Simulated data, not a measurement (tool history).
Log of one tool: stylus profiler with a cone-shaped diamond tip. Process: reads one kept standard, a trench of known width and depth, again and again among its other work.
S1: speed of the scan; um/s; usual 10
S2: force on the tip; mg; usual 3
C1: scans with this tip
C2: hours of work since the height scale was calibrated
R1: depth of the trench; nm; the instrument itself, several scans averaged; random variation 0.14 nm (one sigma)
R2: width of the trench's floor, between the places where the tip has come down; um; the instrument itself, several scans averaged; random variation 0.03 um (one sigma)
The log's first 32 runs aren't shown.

{"run": 33, "day": 17.204, "S1": 5, "S2": 2.68, "C1": 12803, "C2": 1075, "R1": 507.09, "R2": 93.51}
{"run": 34, "day": 17.638, "S1": 3, "S2": 1.36, "C1": 12878, "C2": 1081, "R1": 504.82, "R2": 93.51}
{"run": 35, "day": 17.933, "S1": 3, "S2": 1.36, "C1": 12930, "C2": 1086, "R1": 504.69, "R2": 93.44}
{"run": 36, "day": 18.358, "S1": 3, "S2": 1.36, "C1": 13004, "C2": 1092, "R1": 504.83, "R2": 93.41}
{"run": 37, "day": 18.667, "S1": 3, "S2": 1.36, "C1": 13057, "C2": 1096, "R1": 504.75, "R2": 93.5}
{"run": 38, "day": 19.188, "S1": 8, "S2": 1.8, "C1": 13147, "C2": 1104, "R1": 505.3, "R2": 93.43}
{"run": 39, "day": 19.75, "S1": 8, "S2": 1.8, "C1": 13245, "C2": 1112, "R1": 505.37, "R2": 93.43}
{"run": 40, "day": 20.171, "S1": 18, "S2": 6.6, "C1": 13317, "C2": 1118, "R1": 512.26, "R2": 93.44}
{"run": 41, "day": 20.504, "S1": 2, "S2": 6.88, "C1": 13376, "C2": 1123, "R1": 512.35, "R2": 93.42}
{"run": 42, "day": 21.038, "S1": 22, "S2": 3, "C1": 13468, "C2": 1131, "R1": 507.35, "R2": 93.35}
{"run": 43, "day": 21.321, "S1": 4, "S2": 3.17, "C1": 13517, "C2": 1135, "R1": 507.61, "R2": 93.38}
{"run": 44, "day": 21.812, "S1": 32, "S2": 3.64, "C1": 13602, "C2": 1142, "R1": 508.29, "R2": 93.31}

3 ways to go on from here, each from the tool as it stands after run 44. What would each give?
{"run": "A", "day": 22.304, "S1": 32, "S2": 1.36, "C1": 13688, "C2": 1149, "R1": "?", "R2": "?"}
{"run": "B", "day": 22.304, "S1": 10, "S2": 3, "C1": 13688, "C2": 1149, "R1": "?", "R2": "?"}
{"run": "C", "day": 22.304, "S1": 17, "S2": 3.64, "C1": 13688, "C2": 1149, "R1": "?", "R2": "?"}

run=A R1=504.97 R2=93.27
run=B R1=507.48 R2=93.31
run=C R1=508.23 R2=93.34
Without the tool's hidden state the same runs would have given:
run=A R1=504.07 R2=95.55
run=B R1=506.58 R2=95.6
run=C R1=507.33 R2=95.62
